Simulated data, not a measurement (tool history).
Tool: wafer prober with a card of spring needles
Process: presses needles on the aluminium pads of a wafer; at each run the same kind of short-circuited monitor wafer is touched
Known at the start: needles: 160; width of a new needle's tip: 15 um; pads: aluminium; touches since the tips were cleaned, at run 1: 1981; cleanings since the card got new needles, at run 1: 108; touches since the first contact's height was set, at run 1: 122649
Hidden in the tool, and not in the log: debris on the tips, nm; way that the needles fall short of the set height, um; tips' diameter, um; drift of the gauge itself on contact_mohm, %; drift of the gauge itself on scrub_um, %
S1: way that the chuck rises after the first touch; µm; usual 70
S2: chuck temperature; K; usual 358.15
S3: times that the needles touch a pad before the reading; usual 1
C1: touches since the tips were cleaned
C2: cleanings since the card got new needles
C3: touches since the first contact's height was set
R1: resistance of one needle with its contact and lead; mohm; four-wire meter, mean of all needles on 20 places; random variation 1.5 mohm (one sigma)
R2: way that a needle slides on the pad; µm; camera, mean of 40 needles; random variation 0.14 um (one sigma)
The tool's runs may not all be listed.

run,hour,S1,S2,S3,C1,C2,C3,R1,R2
1,0,70,358.15,1,1981,108,122649,187,15.33
# hour 2.8: tips cleaned on abrasive film
# hour 9.6: tips cleaned on abrasive film
# hour 16.3: tips cleaned on abrasive film
# hour 21.8: tips cleaned on abrasive film
2,23.4,70,358.15,1,814,112,134180,168,15.28
# hour 27.5: tips cleaned on abrasive film
# hour 33: tips cleaned on abrasive film
# hour 39.9: tips cleaned on abrasive film
# hour 46.7: tips cleaned on abrasive film
3,50.6,70,305.15,1,1963,116,147600,190,15.03
# hour 53.4: tips cleaned on abrasive film
# hour 60.2: tips cleaned on abrasive film
# hour 67.1: tips cleaned on abrasive film
4,69.8,70,305.15,1,1353,119,157043,188,15.3
# hour 72.6: tips cleaned on abrasive film
# hour 79.4: tips cleaned on abrasive film
# hour 86.2: tips cleaned on abrasive film
5,90.9,70,305.15,1,2352,122,167468,209,15
# hour 92.3: tips cleaned on abrasive film
# hour 99.1: tips cleaned on abrasive film
# hour 105.9: tips cleaned on abrasive film
# hour 111.4: tips cleaned on abrasive film
6,114.2,70,358.15,1,1433,126,178978,191,15
# hour 117: tips cleaned on abrasive film
# hour 122.5: tips cleaned on abrasive film
# hour 129.3: tips cleaned on abrasive film
# hour 135.9: tips cleaned on abrasive film
7,135.9,70,358.15,1,0,130,189644,143,15.02
# hour 142.7: tips cleaned on abrasive film
# hour 149.5: tips cleaned on abrasive film
# hour 156.3: tips cleaned on abrasive film
# hour 161.8: tips cleaned on abrasive film
8,162.8,70,358.15,1,489,134,202897,156,14.94
# hour 168.2: tips cleaned on abrasive film
# hour 175.1: tips cleaned on abrasive film
# hour 180.5: tips cleaned on abrasive film
# hour 187.4: tips cleaned on abrasive film
9,187.4,70,358.15,1,18,138,215024,151,14.51
# hour 192.9: tips cleaned on abrasive film
# hour 199.6: tips cleaned on abrasive film
10,203.9,57,358.15,1,2146,140,223175,257,11.68
# hour 205.3: tips cleaned on abrasive film
# hour 208.3: height of the first contact set anew
# hour 211.1: tips cleaned on abrasive film
# hour 217.9: tips cleaned on abrasive film
11,221.1,57,358.15,1,1579,143,6298,219,13.07
# hour 223.9: tips cleaned on abrasive film
# hour 230.7: tips cleaned on abrasive film
# hour 237.5: tips cleaned on abrasive film
12,238.6,57,358.15,1,581,146,14944,172,13.13
# hour 244.1: tips cleaned on abrasive film
# hour 249.6: tips cleaned on abrasive film
# hour 256.4: tips cleaned on abrasive film
13,258.9,57,358.15,1,1232,149,24940,210,13.1
# hour 263: tips cleaned on abrasive film
# hour 269.9: tips cleaned on abrasive film
# hour 275.4: tips cleaned on abrasive film
14,280.4,70,305.15,1,2524,152,35554,212,16
# hour 281.8: tips cleaned on abrasive film
# hour 287.3: tips cleaned on abrasive film
# hour 294.1: tips cleaned on abrasive film
# hour 301: tips cleaned on abrasive film
# hour 307.8: tips cleaned on abrasive film
15,310.8,79,358.15,1,1492,157,50527,180,17.95
# hour 313.6: tips cleaned on abrasive film
# hour 319.1: tips cleaned on abrasive film
# hour 324.5: tips cleaned on abrasive film
# hour 331.4: tips cleaned on abrasive film
# hour 337.2: tips cleaned on abrasive film
16,337.2,53,315.15,1,0,162,63532,147,11.9
# hour 342.7: tips cleaned on abrasive film
# hour 349.6: tips cleaned on abrasive film
# hour 356.3: tips cleaned on abrasive film
17,361.4,67,358.15,2,2539,165,75471,187,14.97
# hour 362.8: tips cleaned on abrasive film
# hour 369.6: tips cleaned on abrasive film
# hour 375.1: tips cleaned on abrasive film
# hour 381.9: tips cleaned on abrasive film
# hour 388: tips cleaned on abrasive film
18,388,90,327.15,2,0,170,88553,135,20.17
# hour 394.8: tips cleaned on abrasive film
# hour 401.6: tips cleaned on abrasive film
# hour 408.4: tips cleaned on abrasive film
# hour 413.9: tips cleaned on abrasive film
19,417.8,70,383.15,2,1947,174,103291,182,15.4
# hour 420.6: tips cleaned on abrasive film
# hour 427.4: tips cleaned on abrasive film
# hour 434.3: tips cleaned on abrasive film
# hour 439.7: tips cleaned on abrasive film
20,440.2,56,324.15,2,212,178,114289,152,12.17
# hour 445.6: tips cleaned on abrasive film
# hour 451.1: tips cleaned on abrasive film
# hour 456.6: tips cleaned on abrasive film
# hour 463.4: tips cleaned on abrasive film
21,465.7,70,358.15,1,1113,182,126863,192,15.49
# hour 469.8: tips cleaned on abrasive film
# hour 475.3: tips cleaned on abrasive film
# hour 482.1: tips cleaned on abrasive film
# hour 488.9: tips cleaned on abrasive film
22,489.2,70,358.15,1,119,186,138442,147,15.11
# hour 494.7: tips cleaned on abrasive film
# hour 500.2: tips cleaned on abrasive film
# hour 507: tips cleaned on abrasive film
23,511.7,72,300.15,3,2353,189,149561,165,15.91
# hour 513.1: tips cleaned on abrasive film
# hour 520: tips cleaned on abrasive film
# hour 526.8: tips cleaned on abrasive film
# hour 533.6: tips cleaned on abrasive film
24,533.7,72,300.15,3,44,193,160375,130,15.54
# hour 539.1: tips cleaned on abrasive film
# hour 546: tips cleaned on abrasive film
# hour 552.8: tips cleaned on abrasive film
# hour 559.6: tips cleaned on abrasive film
25,564.4,72,300.15,3,2411,197,175581,164,15.57
# hour 565.9: tips cleaned on abrasive film
# hour 572.7: tips cleaned on abrasive film
# hour 578.2: tips cleaned on abrasive film
# hour 585: tips cleaned on abrasive film
26,586.7,72,300.15,3,870,201,186557,143,15.13
# hour 590.8: tips cleaned on abrasive film
# hour 596.3: tips cleaned on abrasive film
# hour 603.1: tips cleaned on abrasive film
# hour 608.6: tips cleaned on abrasive film
# hour 615.3: tips cleaned on abrasive film
27,615.8,68,318.15,3,252,206,200868,144,14.2

Hidden state or all else? Some run-to-run changes of R1, split into what the settings, what came in and random variation would give without the hidden state, and what is left for the hidden state (with any gauge scatter that isn't in both results):
Run 6 -> 7: tips cleaned on abrasive film, tips cleaned on abrasive film, tips cleaned on abrasive film, tips cleaned on abrasive film. R1 -48 mohm: hidden state -48, all else +0.
Run 9 -> 10: S1 70 -> 57, tips cleaned on abrasive film, tips cleaned on abrasive film. R1 +106 mohm: hidden state +102, all else +4.
Run 17 -> 18: S1 67 -> 90, S2 358.15 -> 327.15, tips cleaned on abrasive film, tips cleaned on abrasive film, tips cleaned on abrasive film, tips cleaned on abrasive film, tips cleaned on abrasive film. R1 -52 mohm: hidden state -46, all else -6.
